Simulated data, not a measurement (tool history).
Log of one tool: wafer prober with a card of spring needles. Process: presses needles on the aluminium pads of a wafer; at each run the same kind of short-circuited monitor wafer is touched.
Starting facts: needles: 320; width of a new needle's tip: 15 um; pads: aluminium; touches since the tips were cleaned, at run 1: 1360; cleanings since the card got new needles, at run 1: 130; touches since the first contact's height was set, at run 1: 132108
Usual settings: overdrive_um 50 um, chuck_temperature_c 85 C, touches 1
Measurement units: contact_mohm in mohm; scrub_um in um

run   hour  overdrive_um  chuck_temperature_c  touches  touches since the tips were cleaned  cleanings since the card got new needles  touches since the first contact's height was set  contact_mohm  scrub_um
  1      0            50                   85        1                                 1360                                       130                                            132108           113      6.57
       2.9  -- tips cleaned on abrasive film
       8.6  -- tips cleaned on abrasive film
      15.8  -- tips cleaned on abrasive film
  2   18.3            50                   85        1                                 1011                                       133                                            139346           119      6.34
      22.6  -- tips cleaned on abrasive film
      28.3  -- tips cleaned on abrasive film
      35.4  -- tips cleaned on abrasive film
      42.6  -- tips cleaned on abrasive film
  3   46.4            50                   85        1                                 1562                                       137                                            150530           114      6.28
      49.3  -- tips cleaned on abrasive film
      56.5  -- tips cleaned on abrasive film
      63.6  -- tips cleaned on abrasive film
      70.7  -- tips cleaned on abrasive film
  4   72.8            50                   85        1                                  823                                       141                                            160975           114      6.56
      77.1  -- tips cleaned on abrasive film
      84.2  -- tips cleaned on abrasive film
      91.3  -- tips cleaned on abrasive film
      98.5  -- tips cleaned on abrasive film
  5  100.3            50                   85        1                                  748                                       145                                            171913           115      6.45
     104.6  -- tips cleaned on abrasive film
     111.8  -- tips cleaned on abrasive film
     118.9  -- tips cleaned on abrasive film
  6  121.2            50                   85        1                                  909                                       148                                            180181           115      6.55
     125.5  -- tips cleaned on abrasive film
     132.6  -- tips cleaned on abrasive film
     139.7  -- tips cleaned on abrasive film
     145.4  -- tips cleaned on abrasive film
       152  -- tips cleaned on abrasive film
  7    152            50                   85        1                                    0                                       153                                            192406           113       6.6
     157.7  -- tips cleaned on abrasive film
     164.9  -- tips cleaned on abrasive film
     170.6  -- tips cleaned on abrasive film
  8  172.6            50                   85        1                                  832                                       156                                            200597           115      6.32
       177  -- tips cleaned on abrasive film
     184.1  -- tips cleaned on abrasive film
     191.2  -- tips cleaned on abrasive film
     198.3  -- tips cleaned on abrasive film
  9  198.6            50                   85        1                                  100                                       160                                            210886           116      6.54
     204.3  -- tips cleaned on abrasive film
     211.4  -- tips cleaned on abrasive film
     218.6  -- tips cleaned on abrasive film
     225.7  -- tips cleaned on abrasive film
 10  230.9            50                   85        1                                 2105                                       164                                            223745           115      6.55
     232.4  -- tips cleaned on abrasive film
     239.5  -- tips cleaned on abrasive film
     244.1  -- height of the first contact set anew
       247  -- tips cleaned on abrasive film
     252.7  -- tips cleaned on abrasive film
     259.8  -- tips cleaned on abrasive film
 11  260.8            50                   85        1                                  397                                       169                                              6623           113      6.52
     266.5  -- tips cleaned on abrasive film
     273.7  -- tips cleaned on abrasive film
 12  278.4            50                   85        1                                 1900                                       171                                             13616           116      6.44
     279.9  -- tips cleaned on abrasive film
     285.6  -- tips cleaned on abrasive film
     292.7  -- tips cleaned on abrasive film
     299.8  -- tips cleaned on abrasive film
     306.3  -- tips cleaned on abrasive film
 13  306.3            41                   85        1                                    0                                       176                                             24662           117      5.22
     313.4  -- tips cleaned on abrasive film
     320.5  -- tips cleaned on abrasive film
 14  321.9            50                   41        1                                  526                                       178                                             30848           108      6.38
     327.6  -- tips cleaned on abrasive film
     334.7  -- tips cleaned on abrasive film
     340.4  -- tips cleaned on abrasive film
     347.5  -- tips cleaned on abrasive film
 15  348.4            68                   83        2                                  359                                       182                                             41395           112       8.7
     354.2  -- tips cleaned on abrasive film
     366.2  -- card fitted with new needles
     373.3  -- tips cleaned on abrasive film
     380.4  -- tips cleaned on abrasive film
     387.5  -- tips cleaned on abrasive film
 16  391.2            50                   67        1                                 1463                                         3                                              9953           113      6.27
     394.1  -- tips cleaned on abrasive film
     401.2  -- tips cleaned on abrasive film
     408.3  -- tips cleaned on abrasive film
     415.5  -- tips cleaned on abrasive film
     421.2  -- tips cleaned on abrasive film
 17  426.6            64                   50        1                                 2195                                         8                                             24033           109       8.1
     428.1  -- tips cleaned on abrasive film
     433.9  -- tips cleaned on abrasive film
       441  -- tips cleaned on abrasive film
 18  442.8            64                   50        1                                  737                                        11                                             30430           107      8.15
     447.1  -- tips cleaned on abrasive film
     454.3  -- tips cleaned on abrasive film
     461.4  -- tips cleaned on abrasive film
 19  464.2            64                   50        1                                 1150                                        14                                             38938           109       8.3
     467.1  -- tips cleaned on abrasive film
     474.2  -- tips cleaned on abrasive film
     481.4  -- tips cleaned on abrasive film
 20  486.4            50                   40        2                                 2017                                        17                                             47735           108      6.44
     487.9  -- tips cleaned on abrasive film
       495  -- tips cleaned on abrasive film
     502.1  -- tips cleaned on abrasive film
     507.9  -- tips cleaned on abrasive film
 21  509.5            50                   40        2                                  682                                        21                                             56907           109       6.4
     513.9  -- tips cleaned on abrasive film
       521  -- tips cleaned on abrasive film
     528.1  -- tips cleaned on abrasive film
     535.2  -- tips cleaned on abrasive film
 22  535.3            41                   43        2                                   21                                        25                                             67114           110       5.3
       541  -- tips cleaned on abrasive film
     548.1  -- tips cleaned on abrasive film
     555.2  -- tips cleaned on abrasive film
     561.4  -- tips cleaned on abrasive film
 23  561.4            41                  117        2                                    0                                        29                                             77461           122      5.21
     568.5  -- tips cleaned on abrasive film
     574.2  -- tips cleaned on abrasive film
 24  577.6            41                  117        2                                 1379                                        31                                             83932           122      5.26
     580.6  -- tips cleaned on abrasive film
     587.7  -- tips cleaned on abrasive film
     594.8  -- tips cleaned on abrasive film
     601.9  -- tips cleaned on abrasive film
     609.1  -- tips cleaned on abrasive film
 25  611.2            50                   27        2                                  874                                        36                                             97259           108      6.57

Alternative continuations, all from the tool just after run 25; predict every row:
     615.5  -- tips cleaned on abrasive film
     622.7  -- tips cleaned on abrasive film
     629.8  -- tips cleaned on abrasive film
     636.9  -- tips cleaned on abrasive film
     644.1  -- tips cleaned on abrasive film
  A  646.3            69                   39        1                                  921                                        41                                            111198             ?         ?
     615.5  -- tips cleaned on abrasive film
     622.7  -- tips cleaned on abrasive film
     629.8  -- tips cleaned on abrasive film
     636.9  -- tips cleaned on abrasive film
     644.1  -- tips cleaned on abrasive film
  B  646.3            51                   27        3                                  921                                        41                                            111198             ?         ?
     615.5  -- tips cleaned on abrasive film
     622.7  -- tips cleaned on abrasive film
     629.8  -- tips cleaned on abrasive film
     636.9  -- tips cleaned on abrasive film
     644.1  -- tips cleaned on abrasive film
  C  646.3            50                   27        3                                  921                                        41                                            111198             ?         ?
     615.5  -- tips cleaned on abrasive film
     622.7  -- tips cleaned on abrasive film
     629.8  -- tips cleaned on abrasive film
     636.9  -- tips cleaned on abrasive film
     644.1  -- tips cleaned on abrasive film
  D  646.3            36                   27        2                                  921                                        41                                            111198             ?         ?

run  contact_mohm  scrub_um
  A           110      8.97
  B           111      6.45
  C           107      6.35
  D           110      4.55
Take away the tool's hidden state, keep each run's random variation, and the runs would have read:
run  contact_mohm  scrub_um
  A           110      8.98
  B           111      6.45
  C           107      6.35
  D           110      4.56
